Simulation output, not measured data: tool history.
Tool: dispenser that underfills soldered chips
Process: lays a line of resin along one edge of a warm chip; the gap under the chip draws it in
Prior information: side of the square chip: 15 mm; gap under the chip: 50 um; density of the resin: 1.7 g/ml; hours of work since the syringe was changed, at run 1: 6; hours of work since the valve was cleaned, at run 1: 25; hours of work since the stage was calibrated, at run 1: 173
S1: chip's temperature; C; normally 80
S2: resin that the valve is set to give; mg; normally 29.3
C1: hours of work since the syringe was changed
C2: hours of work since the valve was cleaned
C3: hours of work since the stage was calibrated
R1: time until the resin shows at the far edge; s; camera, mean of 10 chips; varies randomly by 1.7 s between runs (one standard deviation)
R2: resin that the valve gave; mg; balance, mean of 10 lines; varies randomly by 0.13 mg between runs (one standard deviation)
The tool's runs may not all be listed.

| run | hour | S1 | S2 | C1 | C2 | C3 | R1 | R2 |
|---|---|---|---|---|---|---|---|---|
| 1 | 0.0 | 80 | 29.3 | 6 | 25 | 173 | 270.2 | 28.45 |
|  | 1.6 | new syringe of resin |
| 2 | 3.2 | 80 | 29.3 | 1 | 27 | 175 | 200.3 | 28.42 |
| 3 | 8.4 | 80 | 36.4 | 5 | 31 | 179 | 245.3 | 35.27 |
|  | 11.4 | new syringe of resin |
| 4 | 13.2 | 80 | 26.3 | 1 | 34 | 182 | 200.8 | 25.42 |
| 5 | 18.6 | 80 | 26.3 | 5 | 38 | 186 | 266.0 | 25.28 |
|  | 21.5 | new syringe of resin |
| 6 | 23.8 | 80 | 27.3 | 2 | 42 | 190 | 208.9 | 26.06 |
| 7 | 30.4 | 80 | 29.3 | 6 | 47 | 194 | 278.1 | 28.28 |
|  | 31.9 | new syringe of resin |
| 8 | 34.5 | 80 | 34.1 | 2 | 50 | 197 | 207.7 | 32.53 |
| 9 | 38.2 | 80 | 34.1 | 5 | 52 | 200 | 248.8 | 32.20 |
|  | 42.2 | new syringe of resin |
| 10 | 42.2 | 74 | 34.1 | 0 | 55 | 203 | 250.1 | 32.15 |
| 11 | 48.7 | 74 | 34.1 | 5 | 60 | 207 | 338.4 | 32.24 |
|  | 52.2 | new syringe of resin |
| 12 | 53.1 | 74 | 34.1 | 1 | 63 | 210 | 261.6 | 31.83 |
| 13 | 58.7 | 74 | 34.1 | 5 | 67 | 214 | 344.0 | 31.82 |
|  | 62.2 | new syringe of resin |
| 14 | 63.6 | 80 | 29.3 | 1 | 70 | 218 | 204.2 | 27.28 |
| 15 | 69.5 | 80 | 25.0 | 5 | 75 | 222 | 278.8 | 23.29 |
|  | 72.2 | new syringe of resin |
|  | 76.0 | dispensing valve cleaned and set on the balance |
| 16 | 76.4 | 80 | 29.3 | 2 | 0 | 226 | 214.7 | 29.24 |
| 17 | 79.3 | 80 | 29.0 | 4 | 2 | 228 | 250.3 | 28.64 |
| 18 | 82.0 | 80 | 29.0 | 6 | 4 | 230 | 282.2 | 28.80 |
|  | 83.2 | new syringe of resin |
| 19 | 88.7 | 80 | 25.6 | 4 | 9 | 235 | 245.4 | 25.39 |
| 20 | 91.5 | 80 | 25.4 | 6 | 11 | 237 | 277.3 | 25.25 |
|  | 93.3 | new syringe of resin |
| 21 | 97.1 | 80 | 25.4 | 3 | 15 | 241 | 231.0 | 24.93 |
|  | 103.2 | new syringe of resin |
| 22 | 103.6 | 90 | 35.2 | 0 | 20 | 245 | 112.1 | 34.66 |
| 23 | 107.6 | 77 | 29.3 | 3 | 23 | 248 | 264.9 | 28.61 |
| 24 | 111.8 | 77 | 29.3 | 6 | 26 | 252 | 332.9 | 28.46 |
|  | 113.3 | new syringe of resin |
| 25 | 117.9 | 72 | 28.9 | 3 | 30 | 256 | 357.2 | 28.06 |
|  | 123.3 | new syringe of resin |
| 26 | 124.3 | 68 | 30.7 | 1 | 34 | 260 | 370.7 | 29.83 |
| 27 | 130.5 | 72 | 30.2 | 5 | 39 | 265 | 400.5 | 29.27 |
|  | 133.4 | new syringe of resin |
| 28 | 137.2 | 70 | 33.7 | 3 | 43 | 269 | 368.1 | 32.27 |
| 29 | 142.6 | 70 | 33.7 | 7 | 47 | 273 | 479.9 | 32.19 |
|  | 143.4 | new syringe of resin |
| 30 | 145.8 | 70 | 33.7 | 2 | 50 | 276 | 354.3 | 31.75 |
| 31 | 148.7 | 91 | 25.5 | 4 | 52 | 278 | 145.7 | 24.23 |
|  | 153.5 | new syringe of resin |
| 32 | 153.5 | 90 | 25.5 | 0 | 55 | 281 | 122.1 | 24.00 |
| 33 | 160.2 | 80 | 29.0 | 5 | 60 | 286 | 264.0 | 27.28 |
|  | 163.4 | new syringe of resin |
| 34 | 165.0 | 80 | 27.2 | 1 | 63 | 289 | 205.4 | 25.41 |

For each entry between runs, how does the tool's hidden state at the last listed run before it compare with that at the first listed run after it?
In the gap between runs 1 and 2: new syringe of resin (hour 1.6)
  resin's viscosity, % of fresh resin's: 148.2 -> 108.5; dose that the valve gives, % of what is set: 97.52 -> 97.33; true chip temperature over the reading, C: -1.21 -> -1.22
  measured less the result without the state, R1: +99.5 -> +27.5 s; R2: -0.72 -> -0.77 mg
In the gap between runs 3 and 4: new syringe of resin (hour 11.4)
  resin's viscosity, % of fresh resin's: 139.2 -> 108.9; dose that the valve gives, % of what is set: 97 -> 96.66; true chip temperature over the reading, C: -1.25 -> -1.27
  measured less the result without the state, R1: +80.1 -> +29.5 s; R2: -1.09 -> -0.88 mg
In the gap between runs 5 and 6: new syringe of resin (hour 21.5)
  resin's viscosity, % of fresh resin's: 140.8 -> 110.9; dose that the valve gives, % of what is set: 96.28 -> 95.9; true chip temperature over the reading, C: -1.3 -> -1.33
  measured less the result without the state, R1: +90.9 -> +34.6 s; R2: -0.97 -> -1.11 mg
In the gap between runs 7 and 8: new syringe of resin (hour 31.9)
  resin's viscosity, % of fresh resin's: 151.8 -> 114.2; dose that the valve gives, % of what is set: 95.43 -> 95.15; true chip temperature over the reading, C: -1.37 -> -1.39
  measured less the result without the state, R1: +108.5 -> +38.8 s; R2: -1.35 -> -1.65 mg
In the gap between runs 9 and 10: new syringe of resin (hour 42.2)
  resin's viscosity, % of fresh resin's: 135.9 -> 100.6; dose that the valve gives, % of what is set: 94.88 -> 94.61; true chip temperature over the reading, C: -1.41 -> -1.43
  measured less the result without the state, R1: +79.0 -> +20.5 s; R2: -1.74 -> -1.82 mg
In the gap between runs 11 and 12: new syringe of resin (hour 52.2)
  resin's viscosity, % of fresh resin's: 136.7 -> 104.1; dose that the valve gives, % of what is set: 94.15 -> 93.84; true chip temperature over the reading, C: -1.47 -> -1.49
  measured less the result without the state, R1: +110.3 -> +30.5 s; R2: -2.00 -> -2.09 mg
In the gap between runs 13 and 14: new syringe of resin (hour 62.2)
  resin's viscosity, % of fresh resin's: 135.6 -> 108.1; dose that the valve gives, % of what is set: 93.47 -> 93.13; true chip temperature over the reading, C: -1.52 -> -1.55
  measured less the result without the state, R1: +111.3 -> +31.7 s; R2: -2.22 -> -2.03 mg
In the gap between runs 15 and 16: new syringe of resin (hour 72.2); dispensing valve cleaned and set on the balance (hour 76.0)
  resin's viscosity, % of fresh resin's: 142.7 -> 117; dose that the valve gives, % of what is set: 92.72 -> 99.9; true chip temperature over the reading, C: -1.57 -> -1.6
  measured less the result without the state, R1: +103.2 -> +45.7 s; R2: -1.82 -> -0.03 mg
In the gap between runs 18 and 19: new syringe of resin (hour 83.2)
  resin's viscosity, % of fresh resin's: 152.7 -> 128.3; dose that the valve gives, % of what is set: 99.49 -> 99.05; true chip temperature over the reading, C: -1.63 -> -1.67
  measured less the result without the state, R1: +112.3 -> +70.2 s; R2: -0.15 -> -0.25 mg
In the gap between runs 20 and 21: new syringe of resin (hour 93.3)
  resin's viscosity, % of fresh resin's: 147.2 -> 120.1; dose that the valve gives, % of what is set: 98.84 -> 98.46; true chip temperature over the reading, C: -1.68 -> -1.71
  measured less the result without the state, R1: +105.0 -> +55.6 s; R2: -0.30 -> -0.39 mg
In the gap between runs 21 and 22: new syringe of resin (hour 103.2)
  resin's viscosity, % of fresh resin's: 120.1 -> 101.6; dose that the valve gives, % of what is set: 98.46 -> 97.99; true chip temperature over the reading, C: -1.71 -> -1.75
  measured less the result without the state, R1: +55.6 -> +10.9 s; R2: -0.39 -> -0.71 mg
In the gap between runs 24 and 25: new syringe of resin (hour 113.3)
  resin's viscosity, % of fresh resin's: 150.4 -> 124.5; dose that the valve gives, % of what is set: 97.37 -> 96.94; true chip temperature over the reading, C: -1.79 -> -1.82
  measured less the result without the state, R1: +131.8 -> +98.2 s; R2: -0.77 -> -0.89 mg
In the gap between runs 25 and 26: new syringe of resin (hour 123.3)
  resin's viscosity, % of fresh resin's: 124.5 -> 105; dose that the valve gives, % of what is set: 96.94 -> 96.49; true chip temperature over the reading, C: -1.82 -> -1.85
  measured less the result without the state, R1: +98.2 -> +53.1 s; R2: -0.89 -> -1.09 mg
In the gap between runs 27 and 28: new syringe of resin (hour 133.4)
  resin's viscosity, % of fresh resin's: 140.9 -> 118.7; dose that the valve gives, % of what is set: 96.04 -> 95.56; true chip temperature over the reading, C: -1.88 -> -1.92
  measured less the result without the state, R1: +144.9 -> +89.6 s; R2: -1.21 -> -1.49 mg
In the gap between runs 29 and 30: new syringe of resin (hour 143.4)
  resin's viscosity, % of fresh resin's: 153.4 -> 112.6; dose that the valve gives, % of what is set: 95.21 -> 95.02; true chip temperature over the reading, C: -1.95 -> -1.96
  measured less the result without the state, R1: +199.6 -> +72.3 s; R2: -1.62 -> -1.67 mg
In the gap between runs 31 and 32: new syringe of resin (hour 153.5)
  resin's viscosity, % of fresh resin's: 129.4 -> 100.7; dose that the valve gives, % of what is set: 94.79 -> 94.45; true chip temperature over the reading, C: -1.97 -> -2
  measured less the result without the state, R1: +44.7 -> +13.9 s; R2: -1.33 -> -1.41 mg
In the gap between runs 33 and 34: new syringe of resin (hour 163.4)
  resin's viscosity, % of fresh resin's: 138.7 -> 106.1; dose that the valve gives, % of what is set: 93.97 -> 93.65; true chip temperature over the reading, C: -2.03 -> -2.06
  measured less the result without the state, R1: +94.2 -> +33.8 s; R2: -1.75 -> -1.72 mg
